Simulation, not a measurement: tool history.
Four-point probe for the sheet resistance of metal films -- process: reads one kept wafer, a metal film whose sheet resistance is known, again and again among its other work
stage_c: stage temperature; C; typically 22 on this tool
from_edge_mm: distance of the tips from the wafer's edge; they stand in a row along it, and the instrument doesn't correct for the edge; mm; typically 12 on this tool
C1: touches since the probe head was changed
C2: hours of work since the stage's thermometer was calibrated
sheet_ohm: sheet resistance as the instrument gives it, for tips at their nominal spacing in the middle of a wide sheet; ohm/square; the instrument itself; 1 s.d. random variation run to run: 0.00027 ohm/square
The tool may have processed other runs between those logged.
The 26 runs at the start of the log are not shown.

Run 27, hour 2017.9: usual settings but stage_c 24 C, from_edge_mm 15 mm; C1 127690; C2 1276. Result: sheet_ohm 1.351601 ohm/square.
Run 28, hour 2094.1: usual settings but stage_c 24 C, from_edge_mm 15 mm; C1 130345; C2 1330. Result: sheet_ohm 1.351119 ohm/square.
Run 29, hour 2176.0: usual settings but stage_c 23 C, from_edge_mm 5 mm; C1 133196; C2 1388. Result: sheet_ohm 1.392155 ohm/square.
Run 30, hour 2223.3: usual settings but stage_c 25 C, from_edge_mm 41 mm; C1 134845; C2 1422. Result: sheet_ohm 1.346179 ohm/square.
Run 31, hour 2329.6: usual settings but stage_c 25 C, from_edge_mm 41 mm; C1 138543; C2 1497. Result: sheet_ohm 1.345404 ohm/square.
Run 32, hour 2396.6: usual settings but stage_c 25 C, from_edge_mm 41 mm; C1 140879; C2 1545. Result: sheet_ohm 1.345325 ohm/square.
Run 33, hour 2502.6: usual settings but stage_c 31 C, from_edge_mm 19 mm; C1 144569; C2 1620. Result: sheet_ohm 1.342632 ohm/square.
Run 34, hour 2576.8: usual settings but stage_c 31 C, from_edge_mm 19 mm; C1 147153; C2 1673. Result: sheet_ohm 1.342723 ohm/square.
Run 35, hour 2677.0: usual settings but stage_c 29 C, from_edge_mm 24 mm; C1 150642; C2 1744. Result: sheet_ohm 1.342844 ohm/square.
Run 36, hour 2755.5: usual settings but stage_c 29 C, from_edge_mm 24 mm; C1 153376; C2 1800. Result: sheet_ohm 1.342991 ohm/square.
Run 37, hour 2837.7: usual settings but from_edge_mm 5 mm; C1 156235; C2 1858. Result: sheet_ohm 1.391518 ohm/square.
Run 38, hour 2900.6: usual settings but stage_c 30 C, from_edge_mm 3 mm; C1 158427; C2 1903. Result: sheet_ohm 1.456894 ohm/square.

Each row is a separate what-if for the run after 38, all from the same tool condition, not one after another. Results?
Run A, hour 2975.7: usual settings but stage_c 30 C, from_edge_mm 10 mm; C1 161040; C2 1956. Result: sheet_ohm ?.
Run B, hour 2975.7: usual settings but stage_c 28 C, from_edge_mm 5 mm; C1 161040; C2 1956. Result: sheet_ohm ?.
Run C, hour 2975.7: usual settings but stage_c 27 C, from_edge_mm 58 mm; C1 161040; C2 1956. Result: sheet_ohm ?.

run  sheet_ohm
  A   1.350791
  B   1.385725
  C   1.341837
With the hidden condition removed and each run's random variation left untouched, the same runs would have given:
run  sheet_ohm
  A   1.364744
  B   1.399999
  C   1.355695
